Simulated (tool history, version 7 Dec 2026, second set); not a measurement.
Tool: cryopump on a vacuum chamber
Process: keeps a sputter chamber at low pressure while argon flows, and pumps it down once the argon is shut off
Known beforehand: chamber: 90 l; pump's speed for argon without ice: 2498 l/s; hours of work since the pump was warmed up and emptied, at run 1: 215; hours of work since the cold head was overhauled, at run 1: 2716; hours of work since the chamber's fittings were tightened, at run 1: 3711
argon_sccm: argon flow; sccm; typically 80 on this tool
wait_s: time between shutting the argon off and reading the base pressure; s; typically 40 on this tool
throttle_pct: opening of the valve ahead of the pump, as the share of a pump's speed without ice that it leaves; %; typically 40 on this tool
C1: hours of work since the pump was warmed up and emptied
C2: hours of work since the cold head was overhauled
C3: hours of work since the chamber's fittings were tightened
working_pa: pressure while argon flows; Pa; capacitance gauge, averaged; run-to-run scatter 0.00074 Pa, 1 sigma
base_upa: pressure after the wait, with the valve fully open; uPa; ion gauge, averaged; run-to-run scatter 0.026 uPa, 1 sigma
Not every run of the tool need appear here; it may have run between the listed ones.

{"run": 1, "day": 0.0, "argon_sccm": 80, "wait_s": 40, "throttle_pct": 40, "C1": 215, "C2": 2716, "C3": 3711, "working_pa": 0.1451, "base_upa": 1.46}
{"day": 2.192, "done": "leaking fittings of the chamber tightened, without venting"}
{"run": 2, "day": 3.129, "argon_sccm": 80, "wait_s": 40, "throttle_pct": 40, "C1": 271, "C2": 2772, "C3": 17, "working_pa": 0.1479, "base_upa": 1.15}
{"day": 6.5, "done": "pump warmed up, emptied and cooled again"}
{"run": 3, "day": 7.117, "argon_sccm": 80, "wait_s": 40, "throttle_pct": 40, "C1": 11, "C2": 2841, "C3": 86, "working_pa": 0.1373, "base_upa": 1.14}
{"run": 4, "day": 10.588, "argon_sccm": 80, "wait_s": 40, "throttle_pct": 40, "C1": 75, "C2": 2905, "C3": 150, "working_pa": 0.1401, "base_upa": 1.17}
{"run": 5, "day": 15.879, "argon_sccm": 80, "wait_s": 89, "throttle_pct": 40, "C1": 172, "C2": 3002, "C3": 247, "working_pa": 0.1437, "base_upa": 0.65}
{"run": 6, "day": 19.021, "argon_sccm": 80, "wait_s": 89, "throttle_pct": 40, "C1": 229, "C2": 3059, "C3": 305, "working_pa": 0.1467, "base_upa": 0.63}
{"run": 7, "day": 23.825, "argon_sccm": 80, "wait_s": 89, "throttle_pct": 20, "C1": 317, "C2": 3147, "C3": 393, "working_pa": 0.2902, "base_upa": 0.63}
{"day": 24.729, "done": "pump warmed up, emptied and cooled again"}
{"run": 8, "day": 27.008, "argon_sccm": 80, "wait_s": 33, "throttle_pct": 40, "C1": 42, "C2": 3202, "C3": 447, "working_pa": 0.1386, "base_upa": 1.37}
{"run": 9, "day": 32.117, "argon_sccm": 80, "wait_s": 33, "throttle_pct": 40, "C1": 135, "C2": 3296, "C3": 541, "working_pa": 0.1423, "base_upa": 1.42}
{"run": 10, "day": 35.346, "argon_sccm": 80, "wait_s": 33, "throttle_pct": 40, "C1": 195, "C2": 3355, "C3": 600, "working_pa": 0.1458, "base_upa": 1.37}
{"run": 11, "day": 37.746, "argon_sccm": 80, "wait_s": 33, "throttle_pct": 40, "C1": 239, "C2": 3399, "C3": 644, "working_pa": 0.15, "base_upa": 1.43}
{"run": 12, "day": 42.292, "argon_sccm": 61, "wait_s": 40, "throttle_pct": 40, "C1": 322, "C2": 3482, "C3": 727, "working_pa": 0.1173, "base_upa": 1.22}
{"day": 42.962, "done": "pump warmed up, emptied and cooled again"}
{"run": 13, "day": 46.525, "argon_sccm": 61, "wait_s": 40, "throttle_pct": 40, "C1": 65, "C2": 3556, "C3": 801, "working_pa": 0.1061, "base_upa": 1.15}
{"run": 14, "day": 50.908, "argon_sccm": 80, "wait_s": 40, "throttle_pct": 40, "C1": 146, "C2": 3636, "C3": 881, "working_pa": 0.1426, "base_upa": 1.2}
{"run": 15, "day": 54.946, "argon_sccm": 80, "wait_s": 40, "throttle_pct": 40, "C1": 220, "C2": 3710, "C3": 955, "working_pa": 0.1466, "base_upa": 1.2}
{"run": 16, "day": 57.683, "argon_sccm": 80, "wait_s": 40, "throttle_pct": 40, "C1": 270, "C2": 3760, "C3": 1005, "working_pa": 0.1489, "base_upa": 1.22}
{"day": 61.171, "done": "pump warmed up, emptied and cooled again"}
{"run": 17, "day": 62.571, "argon_sccm": 80, "wait_s": 40, "throttle_pct": 40, "C1": 26, "C2": 3846, "C3": 1091, "working_pa": 0.1364, "base_upa": 1.23}
{"run": 18, "day": 64.979, "argon_sccm": 120, "wait_s": 40, "throttle_pct": 19, "C1": 70, "C2": 3890, "C3": 1135, "working_pa": 0.4311, "base_upa": 1.21}
{"run": 19, "day": 69.275, "argon_sccm": 120, "wait_s": 40, "throttle_pct": 19, "C1": 149, "C2": 3969, "C3": 1214, "working_pa": 0.4383, "base_upa": 1.23}
{"run": 20, "day": 73.638, "argon_sccm": 37, "wait_s": 150, "throttle_pct": 16, "C1": 228, "C2": 4049, "C3": 1294, "working_pa": 0.1625, "base_upa": 0.59}
{"run": 21, "day": 78.517, "argon_sccm": 62, "wait_s": 216, "throttle_pct": 53, "C1": 318, "C2": 4138, "C3": 1383, "working_pa": 0.0942, "base_upa": 0.46}
{"day": 79.533, "done": "pump warmed up, emptied and cooled again"}
{"run": 22, "day": 81.533, "argon_sccm": 131, "wait_s": 216, "throttle_pct": 56, "C1": 37, "C2": 4190, "C3": 1435, "working_pa": 0.1641, "base_upa": 0.44}
{"run": 23, "day": 84.546, "argon_sccm": 80, "wait_s": 98, "throttle_pct": 17, "C1": 92, "C2": 4245, "C3": 1490, "working_pa": 0.3257, "base_upa": 0.59}
{"run": 24, "day": 88.933, "argon_sccm": 80, "wait_s": 98, "throttle_pct": 17, "C1": 172, "C2": 4325, "C3": 1570, "working_pa": 0.3278, "base_upa": 0.68}
{"run": 25, "day": 93.583, "argon_sccm": 80, "wait_s": 98, "throttle_pct": 17, "C1": 257, "C2": 4410, "C3": 1655, "working_pa": 0.3334, "base_upa": 0.72}
{"day": 97.879, "done": "pump warmed up, emptied and cooled again"}
{"run": 26, "day": 98.721, "argon_sccm": 80, "wait_s": 98, "throttle_pct": 17, "C1": 15, "C2": 4501, "C3": 1746, "working_pa": 0.3188, "base_upa": 0.63}
{"run": 27, "day": 103.358, "argon_sccm": 80, "wait_s": 26, "throttle_pct": 22, "C1": 100, "C2": 4586, "C3": 1831, "working_pa": 0.2486, "base_upa": 1.87}
{"run": 28, "day": 107.3, "argon_sccm": 80, "wait_s": 26, "throttle_pct": 22, "C1": 173, "C2": 4658, "C3": 1903, "working_pa": 0.2566, "base_upa": 1.85}
{"run": 29, "day": 111.817, "argon_sccm": 122, "wait_s": 40, "throttle_pct": 40, "C1": 255, "C2": 4741, "C3": 1986, "working_pa": 0.2291, "base_upa": 1.34}
{"run": 30, "day": 115.283, "argon_sccm": 148, "wait_s": 36, "throttle_pct": 55, "C1": 319, "C2": 4804, "C3": 2049, "working_pa": 0.2163, "base_upa": 1.44}
{"day": 115.954, "done": "pump warmed up, emptied and cooled again"}
{"run": 31, "day": 118.954, "argon_sccm": 80, "wait_s": 169, "throttle_pct": 25, "C1": 55, "C2": 4868, "C3": 2113, "working_pa": 0.2207, "base_upa": 0.51}
{"run": 32, "day": 123.667, "argon_sccm": 77, "wait_s": 35, "throttle_pct": 25, "C1": 141, "C2": 4954, "C3": 2199, "working_pa": 0.2178, "base_upa": 1.45}
{"run": 33, "day": 127.646, "argon_sccm": 129, "wait_s": 40, "throttle_pct": 40, "C1": 214, "C2": 5027, "C3": 2272, "working_pa": 0.2369, "base_upa": 1.34}

Entry by entry between the runs, the difference in hidden state between the last listed run before and the first listed run after:
After run 1, before run 2: leaking fittings of the chamber tightened, without venting (day 2.192)
  pump's speed, % of a pump's without ice: 87.1 -> 83.4; cold plate's temperature, K: 12.85 -> 12.87; leak into the chamber, uPa l/s: 924 -> 320
  measured result minus the result with no hidden state, working_pa: +0.0091 -> +0.0119 Pa; base_upa: +0.31 -> +0.03 uPa
After run 2, before run 3: pump warmed up, emptied and cooled again (day 6.5)
  pump's speed, % of a pump's without ice: 83.4 -> 98.8; cold plate's temperature, K: 12.87 -> 12.88; leak into the chamber, uPa l/s: 320 -> 330
  measured result minus the result with no hidden state, working_pa: +0.0119 -> +0.0016 Pa; base_upa: +0.03 -> +0.01 uPa
After run 7, before run 8: pump warmed up, emptied and cooled again (day 24.729)
  pump's speed, % of a pump's without ice: 75.3 -> 97; cold plate's temperature, K: 12.96 -> 12.97; leak into the chamber, uPa l/s: 377 -> 386
  measured result minus the result with no hidden state, working_pa: +0.0192 -> +0.0027 Pa; base_upa: +0.08 -> +0.05 uPa
After run 12, before run 13: pump warmed up, emptied and cooled again (day 42.962)
  pump's speed, % of a pump's without ice: 75.5 -> 95.3; cold plate's temperature, K: 13.03 -> 13.05; leak into the chamber, uPa l/s: 426 -> 438
  measured result minus the result with no hidden state, working_pa: +0.0145 -> +0.003 Pa; base_upa: +0.11 -> +0.06 uPa
After run 16, before run 17: pump warmed up, emptied and cooled again (day 61.171)
  pump's speed, % of a pump's without ice: 80.3 -> 97.9; cold plate's temperature, K: 13.09 -> 13.11; leak into the chamber, uPa l/s: 468 -> 480
  measured result minus the result with no hidden state, working_pa: +0.0147 -> +0.0025 Pa; base_upa: +0.12 -> +0.08 uPa
After run 21, before run 22: pump warmed up, emptied and cooled again (day 79.533)
  pump's speed, % of a pump's without ice: 76 -> 96.6; cold plate's temperature, K: 13.18 -> 13.19; leak into the chamber, uPa l/s: 524 -> 532
  measured result minus the result with no hidden state, working_pa: +0.0145 -> +0.0054 Pa; base_upa: +0.16 -> +0.11 uPa
After run 25, before run 26: pump warmed up, emptied and cooled again (day 97.879)
  pump's speed, % of a pump's without ice: 80 -> 98.9; cold plate's temperature, K: 13.24 -> 13.26; leak into the chamber, uPa l/s: 564 -> 578
  measured result minus the result with no hidden state, working_pa: +0.0153 -> +0.0021 Pa; base_upa: +0.17 -> +0.12 uPa
After run 30, before run 31: pump warmed up, emptied and cooled again (day 115.954)
  pump's speed, % of a pump's without ice: 76.8 -> 95.8; cold plate's temperature, K: 13.33 -> 13.34; leak into the chamber, uPa l/s: 622 -> 632
  measured result minus the result with no hidden state, working_pa: +0.0339 -> +0.0039 Pa; base_upa: +0.21 -> +0.15 uPa
